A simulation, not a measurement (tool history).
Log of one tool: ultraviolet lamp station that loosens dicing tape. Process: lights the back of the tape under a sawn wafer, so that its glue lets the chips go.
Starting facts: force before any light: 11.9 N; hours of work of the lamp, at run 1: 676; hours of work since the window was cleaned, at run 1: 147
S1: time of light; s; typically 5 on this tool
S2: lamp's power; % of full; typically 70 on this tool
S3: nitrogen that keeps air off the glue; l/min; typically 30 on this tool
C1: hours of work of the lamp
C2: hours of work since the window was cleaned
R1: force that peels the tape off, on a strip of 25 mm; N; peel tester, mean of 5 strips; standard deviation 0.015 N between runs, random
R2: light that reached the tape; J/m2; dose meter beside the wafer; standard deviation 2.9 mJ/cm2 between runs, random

run 1 hour=0.0 | S1=5 S2=70 S3=30 | C1=676 C2=147 | R1=1.330 R2=3320
run 2 hour=28.1 | S1=5 S2=70 S3=30 | C1=698 C2=169 | R1=1.346 R2=3310
run 3 hour=45.6 | S1=5 S2=70 S3=30 | C1=711 C2=182 | R1=1.359 R2=3260
run 4 hour=70.4 | S1=5 S2=70 S3=30 | C1=731 C2=202 | R1=1.442 R2=3240
run 5 hour=99.1 | S1=5 S2=70 S3=34 | C1=753 C2=224 | R1=1.331 R2=3130
run 6 hour=121.8 | S1=5 S2=70 S3=34 | C1=771 C2=242 | R1=1.333 R2=3080
run 7 hour=146.3 | S1=5 S2=70 S3=14 | C1=790 C2=261 | R1=2.509 R2=3080
run 8 hour=165.9 | S1=5 S2=70 S3=14 | C1=805 C2=276 | R1=2.636 R2=3020
run 9 hour=177.9 | S1=5 S2=70 S3=23 | C1=814 C2=285 | R1=1.912 R2=3010
run 10 hour=191.0 | S1=5 S2=77 S3=30 | C1=825 C2=296 | R1=1.367 R2=3270
run 11 hour=218.4 | S1=4 S2=100 S3=38 | C1=846 C2=317 | R1=1.046 R2=3390
run 12 hour=240.1 | S1=4 S2=100 S3=38 | C1=863 C2=334 | R1=1.071 R2=3300
run 13 hour=260.4 | S1=7 S2=100 S3=28 | C1=879 C2=350 | R1=0.369 R2=5700
run 14 hour=276.6 | S1=7 S2=100 S3=28 | C1=891 C2=362 | R1=0.373 R2=5640
run 15 hour=304.2 | S1=7 S2=100 S3=28 | C1=913 C2=384 | R1=0.407 R2=5650
-- hour=306.5 lamp changed
run 16 hour=327.9 | S1=8 S2=77 S3=10 | C1=17 C2=402 | R1=0.845 R2=6380

For some of the steps in R1 from one run to the next: how much would appear even if the tool had no hidden state, given the settings, what came in and random variation, and how much remains for the hidden state plus any gauge scatter that the measured result and the result without hidden state don't share?
What the log doesn't record here: lamp's light, % of a new lamp's; light that the window lets through, % of a clean one's; drift of the gauge itself on peel_n, %; drift of the gauge itself on dose_mj_cm2, %.
Run 6 -> 7: S3 34 -> 14. R1 +1.176 N: hidden state +0.408, all else +0.768.
Run 12 -> 13: S1 4 -> 7, S3 38 -> 28. R1 -0.702 N: hidden state -0.454, all else -0.248.

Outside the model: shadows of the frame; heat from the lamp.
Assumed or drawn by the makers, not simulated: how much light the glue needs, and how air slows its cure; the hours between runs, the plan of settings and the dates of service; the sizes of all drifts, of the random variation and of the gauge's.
